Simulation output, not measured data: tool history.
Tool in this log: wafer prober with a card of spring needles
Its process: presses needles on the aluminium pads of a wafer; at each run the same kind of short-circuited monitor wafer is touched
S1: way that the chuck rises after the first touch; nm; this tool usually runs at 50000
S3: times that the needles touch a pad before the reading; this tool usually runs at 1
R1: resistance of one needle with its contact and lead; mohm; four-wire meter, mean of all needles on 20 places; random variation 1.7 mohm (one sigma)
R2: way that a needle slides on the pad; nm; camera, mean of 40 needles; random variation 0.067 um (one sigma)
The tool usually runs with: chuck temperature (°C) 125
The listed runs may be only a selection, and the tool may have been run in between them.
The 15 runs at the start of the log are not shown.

{"hour": 112.7, "done": "tips cleaned on abrasive film"}
{"hour": 117.2, "done": "tips cleaned on abrasive film"}
{"hour": 121.4, "done": "tips cleaned on abrasive film"}
{"run": 16, "hour": 121.4, "S1": 50000, "chuck temperature (°C)": 56, "S3": 1, "R1": 164, "R2": 6370}
{"hour": 125.7, "done": "tips cleaned on abrasive film"}
{"hour": 130.7, "done": "tips cleaned on abrasive film"}
{"run": 17, "hour": 133.4, "S1": 50000, "chuck temperature (°C)": 56, "S3": 1, "R1": 159, "R2": 6440}
{"hour": 135.4, "done": "tips cleaned on abrasive film"}
{"hour": 139.8, "done": "tips cleaned on abrasive film"}
{"run": 18, "hour": 140.4, "S1": 63000, "chuck temperature (°C)": 49, "S3": 1, "R1": 157, "R2": 8040}
{"hour": 144.5, "done": "tips cleaned on abrasive film"}
{"hour": 149.2, "done": "tips cleaned on abrasive film"}
{"run": 19, "hour": 152.3, "S1": 39000, "chuck temperature (°C)": 46, "S3": 1, "R1": 164, "R2": 5070}
{"hour": 153.4, "done": "tips cleaned on abrasive film"}
{"hour": 157.7, "done": "tips cleaned on abrasive film"}
{"hour": 162.5, "done": "tips cleaned on abrasive film"}
{"run": 20, "hour": 162.9, "S1": 39000, "chuck temperature (°C)": 46, "S3": 1, "R1": 168, "R2": 5050}
{"hour": 166.9, "done": "tips cleaned on abrasive film"}
{"run": 21, "hour": 169.9, "S1": 66000, "chuck temperature (°C)": 34, "S3": 2, "R1": 155, "R2": 8450}
{"hour": 171.6, "done": "tips cleaned on abrasive film"}
{"hour": 176.2, "done": "tips cleaned on abrasive film"}
{"run": 22, "hour": 177.7, "S1": 35000, "chuck temperature (°C)": 29, "S3": 2, "R1": 165, "R2": 4480}
{"hour": 181.2, "done": "tips cleaned on abrasive film"}
{"hour": 186.0, "done": "tips cleaned on abrasive film"}
{"run": 23, "hour": 188.8, "S1": 50000, "chuck temperature (°C)": 125, "S3": 2, "R1": 177, "R2": 6510}
{"hour": 190.7, "done": "tips cleaned on abrasive film"}
{"hour": 195.1, "done": "tips cleaned on abrasive film"}
{"run": 24, "hour": 196.1, "S1": 50000, "chuck temperature (°C)": 125, "S3": 2, "R1": 176, "R2": 6430}
{"hour": 199.6, "done": "tips cleaned on abrasive film"}
{"hour": 203.2, "done": "height of the first contact set anew"}
{"hour": 204.1, "done": "tips cleaned on abrasive film"}
{"run": 25, "hour": 207.9, "S1": 33000, "chuck temperature (°C)": 125, "S3": 1, "R1": 191, "R2": 4180}
{"hour": 208.6, "done": "tips cleaned on abrasive film"}
{"hour": 212.8, "done": "tips cleaned on abrasive film"}
{"hour": 217.2, "done": "tips cleaned on abrasive film"}
{"run": 26, "hour": 217.2, "S1": 50000, "chuck temperature (°C)": 53, "S3": 1, "R1": 163, "R2": 6430}
{"hour": 222.3, "done": "tips cleaned on abrasive film"}
{"hour": 226.7, "done": "tips cleaned on abrasive film"}
{"run": 27, "hour": 228.6, "S1": 35000, "chuck temperature (°C)": 111, "S3": 2, "R1": 186, "R2": 4380}
{"hour": 231.2, "done": "tips cleaned on abrasive film"}
{"hour": 236.0, "done": "tips cleaned on abrasive film"}
{"run": 28, "hour": 239.2, "S1": 44000, "chuck temperature (°C)": 31, "S3": 2, "R1": 159, "R2": 5730}
{"hour": 240.2, "done": "tips cleaned on abrasive film"}
{"hour": 244.9, "done": "tips cleaned on abrasive film"}
{"run": 29, "hour": 245.3, "S1": 45000, "chuck temperature (°C)": 76, "S3": 2, "R1": 170, "R2": 5790}
{"hour": 249.8, "done": "tips cleaned on abrasive film"}
{"hour": 254.2, "done": "tips cleaned on abrasive film"}
{"hour": 258.4, "done": "tips cleaned on abrasive film"}
{"run": 30, "hour": 258.4, "S1": 50000, "chuck temperature (°C)": 125, "S3": 1, "R1": 171, "R2": 6440}
{"hour": 262.9, "done": "tips cleaned on abrasive film"}
{"hour": 267.5, "done": "tips cleaned on abrasive film"}
{"run": 31, "hour": 269.8, "S1": 54000, "chuck temperature (°C)": 94, "S3": 1, "R1": 167, "R2": 6960}

Here are 3 independent what-if runs from the current tool condition. What would each one return?
{"hour": 271.9, "done": "tips cleaned on abrasive film"}
{"hour": 276.5, "done": "tips cleaned on abrasive film"}
{"run": "A", "hour": 278.8, "S1": 52000, "chuck temperature (°C)": 64, "S3": 2, "R1": "?", "R2": "?"}
{"hour": 271.9, "done": "tips cleaned on abrasive film"}
{"hour": 276.5, "done": "tips cleaned on abrasive film"}
{"run": "B", "hour": 278.8, "S1": 60000, "chuck temperature (°C)": 94, "S3": 3, "R1": "?", "R2": "?"}
{"hour": 271.9, "done": "tips cleaned on abrasive film"}
{"hour": 276.5, "done": "tips cleaned on abrasive film"}
{"run": "C", "hour": 278.8, "S1": 53000, "chuck temperature (°C)": 41, "S3": 1, "R1": "?", "R2": "?"}

run=A R1=164 R2=6540
run=B R1=167 R2=7800
run=C R1=158 R2=6650
Had the tool no hidden state, the same runs would have come out as:
run=A R1=164 R2=6540
run=B R1=167 R2=7800
run=C R1=158 R2=6650
